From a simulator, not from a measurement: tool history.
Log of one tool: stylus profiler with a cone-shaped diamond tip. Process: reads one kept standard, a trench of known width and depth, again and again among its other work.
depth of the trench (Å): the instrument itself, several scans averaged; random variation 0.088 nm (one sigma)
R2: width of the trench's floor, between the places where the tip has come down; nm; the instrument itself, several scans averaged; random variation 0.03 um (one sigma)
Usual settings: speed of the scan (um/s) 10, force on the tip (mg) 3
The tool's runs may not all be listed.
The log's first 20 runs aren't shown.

{"run": 21, "hour": 1916.5, "speed of the scan (um/s)": 10, "force on the tip (mg)": 3, "depth of the trench (Å)": 2025.1, "R2": 96790}
{"run": 22, "hour": 2036.9, "speed of the scan (um/s)": 10, "force on the tip (mg)": 3, "depth of the trench (Å)": 2025.6, "R2": 96780}
{"run": 23, "hour": 2160.1, "speed of the scan (um/s)": 3, "force on the tip (mg)": 3, "depth of the trench (Å)": 2024.3, "R2": 96720}
{"run": 24, "hour": 2269.3, "speed of the scan (um/s)": 5, "force on the tip (mg)": 2.14, "depth of the trench (Å)": 2017.6, "R2": 96780}
{"run": 25, "hour": 2378.9, "speed of the scan (um/s)": 5, "force on the tip (mg)": 2.14, "depth of the trench (Å)": 2018.3, "R2": 96670}
{"run": 26, "hour": 2440.2, "speed of the scan (um/s)": 10, "force on the tip (mg)": 8.3, "depth of the trench (Å)": 2052.8, "R2": 96620}
{"run": 27, "hour": 2554.1, "speed of the scan (um/s)": 21, "force on the tip (mg)": 2.24, "depth of the trench (Å)": 2016.2, "R2": 96580}
{"run": 28, "hour": 2644.3, "speed of the scan (um/s)": 25, "force on the tip (mg)": 7.43, "depth of the trench (Å)": 2048.5, "R2": 96550}
{"run": 29, "hour": 2721.3, "speed of the scan (um/s)": 25, "force on the tip (mg)": 6.46, "depth of the trench (Å)": 2042.1, "R2": 96510}
{"hour": 2844.5, "done": "height scale calibrated on a step standard"}
{"run": 30, "hour": 2852.8, "speed of the scan (um/s)": 25, "force on the tip (mg)": 6.46, "depth of the trench (Å)": 2050.6, "R2": 96480}
{"run": 31, "hour": 2929.9, "speed of the scan (um/s)": 6, "force on the tip (mg)": 7.3, "depth of the trench (Å)": 2054.5, "R2": 96440}
{"run": 32, "hour": 3018.4, "speed of the scan (um/s)": 6, "force on the tip (mg)": 7.3, "depth of the trench (Å)": 2053.5, "R2": 96470}
{"run": 33, "hour": 3114.6, "speed of the scan (um/s)": 2, "force on the tip (mg)": 3.96, "depth of the trench (Å)": 2036.5, "R2": 96450}
{"run": 34, "hour": 3236.7, "speed of the scan (um/s)": 11, "force on the tip (mg)": 2.7, "depth of the trench (Å)": 2027.4, "R2": 96380}
{"run": 35, "hour": 3319.9, "speed of the scan (um/s)": 9, "force on the tip (mg)": 2.09, "depth of the trench (Å)": 2020.6, "R2": 96400}
{"run": 36, "hour": 3383.6, "speed of the scan (um/s)": 17, "force on the tip (mg)": 7.16, "depth of the trench (Å)": 2051.4, "R2": 96310}
{"run": 37, "hour": 3510.6, "speed of the scan (um/s)": 17, "force on the tip (mg)": 7.16, "depth of the trench (Å)": 2052.3, "R2": 96290}
{"run": 38, "hour": 3604.7, "speed of the scan (um/s)": 3, "force on the tip (mg)": 2.79, "depth of the trench (Å)": 2026.1, "R2": 96270}
{"run": 39, "hour": 3715.8, "speed of the scan (um/s)": 3, "force on the tip (mg)": 3.31, "depth of the trench (Å)": 2029, "R2": 96280}
{"run": 40, "hour": 3832.5, "speed of the scan (um/s)": 3, "force on the tip (mg)": 3.31, "depth of the trench (Å)": 2029.1, "R2": 96260}
{"run": 41, "hour": 3902.8, "speed of the scan (um/s)": 3, "force on the tip (mg)": 3.31, "depth of the trench (Å)": 2028.8, "R2": 96270}
{"run": 42, "hour": 4032.4, "speed of the scan (um/s)": 26, "force on the tip (mg)": 7.51, "depth of the trench (Å)": 2050.2, "R2": 96150}
{"run": 43, "hour": 4108.5, "speed of the scan (um/s)": 26, "force on the tip (mg)": 1.04, "depth of the trench (Å)": 2010.8, "R2": 96070}
{"run": 44, "hour": 4224.6, "speed of the scan (um/s)": 26, "force on the tip (mg)": 1.04, "depth of the trench (Å)": 2011.3, "R2": 96000}
{"run": 45, "hour": 4329.3, "speed of the scan (um/s)": 26, "force on the tip (mg)": 1.04, "depth of the trench (Å)": 2010, "R2": 95990}

4 ways to go on from here, each from the tool as it stands after run 45. What would each give?
{"run": "A", "hour": 4387.4, "speed of the scan (um/s)": 4, "force on the tip (mg)": 3.09, "depth of the trench (Å)": "?", "R2": "?"}
{"run": "B", "hour": 4387.4, "speed of the scan (um/s)": 26, "force on the tip (mg)": 7.46, "depth of the trench (Å)": "?", "R2": "?"}
{"run": "C", "hour": 4387.4, "speed of the scan (um/s)": 8, "force on the tip (mg)": 6.81, "depth of the trench (Å)": "?", "R2": "?"}
{"run": "D", "hour": 4387.4, "speed of the scan (um/s)": 9, "force on the tip (mg)": 3, "depth of the trench (Å)": "?", "R2": "?"}

run=A depth_of_the_trench_(Å)=2024.2 R2=96100
run=B depth_of_the_trench_(Å)=2048.9 R2=96060
run=C depth_of_the_trench_(Å)=2045.4 R2=96100
run=D depth_of_the_trench_(Å)=2025.2 R2=96100
Without the tool's hidden state the same runs would have given:
run=A depth_of_the_trench_(Å)=2029.7 R2=97210
run=B depth_of_the_trench_(Å)=2054.5 R2=97170
run=C depth_of_the_trench_(Å)=2051 R2=97220
run=D depth_of_the_trench_(Å)=2030.7 R2=97210
